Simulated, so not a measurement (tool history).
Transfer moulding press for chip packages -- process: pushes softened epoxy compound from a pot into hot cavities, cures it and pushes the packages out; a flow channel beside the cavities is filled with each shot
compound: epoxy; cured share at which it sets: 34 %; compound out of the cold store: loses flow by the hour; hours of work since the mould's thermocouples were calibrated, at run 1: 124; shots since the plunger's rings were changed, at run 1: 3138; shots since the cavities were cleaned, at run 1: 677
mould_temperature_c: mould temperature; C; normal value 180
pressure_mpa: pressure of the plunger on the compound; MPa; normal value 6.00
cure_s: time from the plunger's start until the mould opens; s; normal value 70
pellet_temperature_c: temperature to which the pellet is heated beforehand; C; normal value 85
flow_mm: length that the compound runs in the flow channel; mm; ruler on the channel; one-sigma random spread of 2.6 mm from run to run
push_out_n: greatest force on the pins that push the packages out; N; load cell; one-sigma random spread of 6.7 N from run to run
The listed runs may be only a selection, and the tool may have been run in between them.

| run | hour | mould_temperature_c | pressure_mpa | cure_s | pellet_temperature_c | hours of work since the mould's thermocouples were calibrated | shots since the plunger's rings were changed | shots since the cavities were cleaned | incoming compound's hours out of the cold store | flow_mm | push_out_n |
|---|---|---|---|---|---|---|---|---|---|---|---|
| 1 | 0.0 | 180 | 6.00 | 70 | 85 | 124 | 3138 | 677 | 22.3 | 711 | 457 |
| 2 | 6.0 | 180 | 6.00 | 70 | 85 | 127 | 3202 | 741 | 36.2 | 654 | 439 |
| 3 | 17.7 | 180 | 6.00 | 70 | 85 | 133 | 3326 | 865 | 10.2 | 762 | 493 |
|  | 26.7 | cavities cleaned with cleaning compound and waxed |
| 4 | 28.9 | 180 | 6.00 | 70 | 85 | 137 | 3428 | 22 | 9.2 | 763 | 310 |
| 5 | 36.0 | 180 | 6.00 | 57 | 85 | 141 | 3504 | 98 | 22.6 | 703 | 562 |
| 6 | 45.2 | 180 | 6.00 | 57 | 85 | 145 | 3602 | 196 | 36.5 | 651 | 550 |
| 7 | 56.4 | 186 | 6.00 | 57 | 85 | 150 | 3720 | 314 | 36.9 | 637 | 444 |
|  | 59.5 | mould's thermocouples calibrated |
| 8 | 65.6 | 183 | 6.21 | 70 | 85 | 3 | 3797 | 391 | 44.8 | 623 | 335 |
| 9 | 76.5 | 183 | 6.21 | 70 | 85 | 8 | 3913 | 507 | 46.8 | 617 | 365 |
| 10 | 86.0 | 179 | 6.00 | 70 | 85 | 13 | 4012 | 606 | 23.1 | 702 | 484 |
| 11 | 95.1 | 175 | 4.77 | 70 | 81 | 17 | 4109 | 703 | 41.2 | 566 | 594 |

Consider 3 possible next runs. They are alternatives, not a sequence: every one starts from the tool as it was left by run 11. What does each give?
| A | 107.7 | 183 | 6.33 | 70 | 81 | 23 | 4242 | 836 | 47.0 | ? | ? |
| B | 107.7 | 177 | 6.00 | 70 | 76 | 23 | 4242 | 836 | 21.2 | ? | ? |
| C | 107.7 | 180 | 6.44 | 98 | 89 | 23 | 4242 | 836 | 21.7 | ? | ? |

| run | flow_mm | push_out_n |
|---|---|---|
| A | 622 | 388 |
| B | 714 | 601 |
| C | 728 | 310 |
Without the tool's hidden state the same runs would have given:
| run | flow_mm | push_out_n |
|---|---|---|
| A | 644 | 233 |
| B | 740 | 357 |
| C | 754 | 184 |

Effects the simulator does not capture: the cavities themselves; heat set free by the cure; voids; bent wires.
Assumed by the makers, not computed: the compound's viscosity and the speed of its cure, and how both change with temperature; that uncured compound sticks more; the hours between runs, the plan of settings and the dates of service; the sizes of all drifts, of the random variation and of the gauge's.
